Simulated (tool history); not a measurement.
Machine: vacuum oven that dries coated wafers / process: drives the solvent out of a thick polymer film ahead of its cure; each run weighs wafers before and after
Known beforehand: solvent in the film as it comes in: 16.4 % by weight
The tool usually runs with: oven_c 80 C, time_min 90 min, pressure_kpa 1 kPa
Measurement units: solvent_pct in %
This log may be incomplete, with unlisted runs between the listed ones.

{"run": 1, "day": 0.0, "oven_c": 80, "time_min": 90, "pressure_kpa": 1, "solvent_pct": 3.12}
{"run": 2, "day": 0.508, "oven_c": 80, "time_min": 90, "pressure_kpa": 1, "solvent_pct": 3.17}
{"run": 3, "day": 1.054, "oven_c": 80, "time_min": 90, "pressure_kpa": 1, "solvent_pct": 3.11}
{"run": 4, "day": 1.425, "oven_c": 80, "time_min": 59, "pressure_kpa": 1, "solvent_pct": 5.28}
{"run": 5, "day": 2.025, "oven_c": 80, "time_min": 59, "pressure_kpa": 1, "solvent_pct": 5.23}
{"run": 6, "day": 2.55, "oven_c": 79, "time_min": 90, "pressure_kpa": 1, "solvent_pct": 3.43}
{"day": 3.062, "done": "oven's thermocouples calibrated"}
{"run": 7, "day": 3.133, "oven_c": 79, "time_min": 90, "pressure_kpa": 1, "solvent_pct": 2.8}
{"run": 8, "day": 3.421, "oven_c": 79, "time_min": 90, "pressure_kpa": 1, "solvent_pct": 2.92}
{"run": 9, "day": 3.967, "oven_c": 80, "time_min": 73, "pressure_kpa": 1, "solvent_pct": 3.49}
{"run": 10, "day": 4.533, "oven_c": 81, "time_min": 90, "pressure_kpa": 1, "solvent_pct": 2.39}
{"run": 11, "day": 4.983, "oven_c": 81, "time_min": 90, "pressure_kpa": 1, "solvent_pct": 2.48}
{"run": 12, "day": 5.262, "oven_c": 94, "time_min": 90, "pressure_kpa": 1, "solvent_pct": 0.52}
{"run": 13, "day": 5.65, "oven_c": 94, "time_min": 90, "pressure_kpa": 1, "solvent_pct": 0.68}
{"run": 14, "day": 6.146, "oven_c": 94, "time_min": 90, "pressure_kpa": 1, "solvent_pct": 0.51}
{"run": 15, "day": 6.512, "oven_c": 68, "time_min": 90, "pressure_kpa": 1, "solvent_pct": 5.62}
{"run": 16, "day": 7.1, "oven_c": 68, "time_min": 90, "pressure_kpa": 1, "solvent_pct": 5.78}
{"run": 17, "day": 7.517, "oven_c": 68, "time_min": 90, "pressure_kpa": 1, "solvent_pct": 5.63}
{"run": 18, "day": 8.046, "oven_c": 68, "time_min": 90, "pressure_kpa": 1, "solvent_pct": 5.73}
{"run": 19, "day": 8.638, "oven_c": 74, "time_min": 120, "pressure_kpa": 0.85, "solvent_pct": 2.85}
{"run": 20, "day": 9.233, "oven_c": 66, "time_min": 90, "pressure_kpa": 2.36, "solvent_pct": 6.55}
{"run": 21, "day": 9.712, "oven_c": 72, "time_min": 68, "pressure_kpa": 2.36, "solvent_pct": 6.24}
{"run": 22, "day": 10.388, "oven_c": 72, "time_min": 68, "pressure_kpa": 2.36, "solvent_pct": 6.22}
{"run": 23, "day": 10.679, "oven_c": 91, "time_min": 69, "pressure_kpa": 1, "solvent_pct": 1.52}
{"run": 24, "day": 11.179, "oven_c": 74, "time_min": 75, "pressure_kpa": 0.61, "solvent_pct": 4.9}
{"run": 25, "day": 11.488, "oven_c": 74, "time_min": 75, "pressure_kpa": 1.59, "solvent_pct": 5.16}
{"run": 26, "day": 11.888, "oven_c": 81, "time_min": 132, "pressure_kpa": 2.24, "solvent_pct": 1.29}
{"run": 27, "day": 12.279, "oven_c": 93, "time_min": 60, "pressure_kpa": 3.44, "solvent_pct": 1.94}
{"run": 28, "day": 12.962, "oven_c": 93, "time_min": 60, "pressure_kpa": 3.44, "solvent_pct": 1.9}
{"run": 29, "day": 13.25, "oven_c": 93, "time_min": 60, "pressure_kpa": 3.44, "solvent_pct": 1.94}
{"run": 30, "day": 13.75, "oven_c": 93, "time_min": 60, "pressure_kpa": 3.44, "solvent_pct": 1.92}

Run 31 has not been measured yet. What should we expect?
{"run": 31, "day": 14.242, "oven_c": 82, "time_min": 49, "pressure_kpa": 2.31, "solvent_pct": "?"}

Run 31 gave solvent_pct 5.18 %.
On a tool with no hidden condition, and with the same random variation, this run would have come out at solvent_pct 5.14 %.
